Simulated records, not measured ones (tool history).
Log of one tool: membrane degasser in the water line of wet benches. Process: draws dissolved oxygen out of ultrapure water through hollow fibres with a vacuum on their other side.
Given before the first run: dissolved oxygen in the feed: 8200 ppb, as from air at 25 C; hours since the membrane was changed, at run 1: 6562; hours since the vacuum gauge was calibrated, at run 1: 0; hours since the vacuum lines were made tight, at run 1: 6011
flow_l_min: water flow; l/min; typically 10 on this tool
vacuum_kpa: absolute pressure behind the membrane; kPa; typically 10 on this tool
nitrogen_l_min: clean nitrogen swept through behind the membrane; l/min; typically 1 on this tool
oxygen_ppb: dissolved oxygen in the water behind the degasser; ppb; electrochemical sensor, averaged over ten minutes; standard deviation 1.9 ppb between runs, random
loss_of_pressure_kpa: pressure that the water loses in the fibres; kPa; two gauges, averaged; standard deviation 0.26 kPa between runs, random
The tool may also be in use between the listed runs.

run    hour  flow_l_min  vacuum_kpa  nitrogen_l_min  hours since the membrane was changed  hours since the vacuum gauge was calibrated  hours since the vacuum lines were made tight  oxygen_ppb  loss_of_pressure_kpa
  1       0          10          10               1                                  6562                                            0                                          6011       203.2                 72.22
  2     337          10          10               1                                  6899                                          337                                          6348       203.4                 72.19
  3   684.3          10          10               1                                  7246                                          684                                          6695       204.5                 72.35
  4   963.8          10          10               1                                  7526                                          964                                          6975       206.2                 72.32
  5    1188          13          10               1                                  7750                                         1188                                          7199       278.2                 94.71
  6  1531.1          10          10               1                                  8093                                         1531                                          7542       205.9                 72.98
  7  1793.2          10          10               1                                  8355                                         1793                                          7804       205.1                 73.04
  8  2061.8          11          10               1                                  8624                                         2062                                          8073       236.5                 80.51
  9  2402.4          10          10            1.05                                  8964                                         2402                                          8413       204.9                 73.88
 10  2646.8          10          10            1.05                                  9209                                         2647                                          8658       199.7                 73.76
 11  2789.2          10          10            1.05                                  9351                                         2789                                          8800         206                 73.24
 12  3004.5          10          10            1.05                                  9566                                         3004                                          9015       201.1                 73.68
 13  3314.7          10        11.9               1                                  9877                                         3315                                          9326       254.2                 73.96
 14  3558.3          16        11.9               1                                 10120                                         3558                                          9569       434.3                117.71
 15  3824.8          10        21.5               1                                 10387                                         3825                                          9836       474.7                 74.11
 16  4141.2          10        21.5               1                                 10703                                         4141                                         10152       477.8                 74.28
       4267  -- seals of the vacuum lines changed
 17  4416.1          10         8.1               1                                 10976                                         4414                                           149       162.3                 74.09
 18  4622.1           7         9.4            0.89                                 11182                                         4620                                           355       135.3                 52.16
     4650.6  -- vacuum gauge calibrated
 19  4907.3           7          10            2.17                                 11467                                          257                                           640        75.2                 52.02
 20  5212.2          13        11.1            2.17                                 11772                                          562                                           945       199.4                 96.56
 21  5401.3          12         9.7               1                                 11961                                          751                                          1134       254.9                  89.8
     5713.8  -- vacuum gauge calibrated, once more
 22  5716.7          12         9.4            1.43                                 12276                                            3                                          1449       194.8                 90.18
 23  5896.1          12         9.4            1.43                                 12455                                          182                                          1628       193.1                 90.54
 24  6102.1          12         9.4            1.43                                 12661                                          388                                          1834       197.6                 90.02
 25  6290.5          12         9.9               1                                 12849                                          577                                          2023       255.7                 90.04
 26  6608.9          16          11            2.36                                 13168                                          895                                          2341       253.7                120.85
 27  6772.4          13         8.6             0.8                                 13331                                         1059                                          2504       280.3                 97.78
 28  7012.3          13         9.8             0.4                                 13571                                         1299                                          2744       511.1                 99.09
 29  7172.4          13         9.8             0.4                                 13731                                         1459                                          2904       507.8                 98.63
 30  7422.7          11          10            1.44                                 13982                                         1709                                          3155         190                 84.06
 31  7626.5          11          10            1.44                                 14185                                         1913                                          3359       187.6                 83.93

Forecast each of these 5 alternatives for the next run:
  A  7877.5          10          10               1                                 14436                                         2164                                          3610           ?                     ?
  B  7877.5          11          10            0.56                                 14436                                         2164                                          3610           ?                     ?
  C  7877.5           9         6.5            0.66                                 14436                                         2164                                          3610           ?                     ?
  D  7877.5          11         9.2            0.48                                 14436                                         2164                                          3610           ?                     ?
  E  7877.5          11        19.9            0.88                                 14436                                         2164                                          3610           ?                     ?

run  oxygen_ppb  loss_of_pressure_kpa
  A       210.5                 75.93
  B       351.2                 83.77
  C       148.7                 68.56
  D       364.1                 83.61
  E       514.2                 83.65
Without the tool's unlogged condition, the same runs would have read:
run  oxygen_ppb  loss_of_pressure_kpa
  A       185.8                 68.79
  B       321.6                 75.89
  C       127.5                 62.11
  D       333.6                 75.75
  E       483.8                 75.78

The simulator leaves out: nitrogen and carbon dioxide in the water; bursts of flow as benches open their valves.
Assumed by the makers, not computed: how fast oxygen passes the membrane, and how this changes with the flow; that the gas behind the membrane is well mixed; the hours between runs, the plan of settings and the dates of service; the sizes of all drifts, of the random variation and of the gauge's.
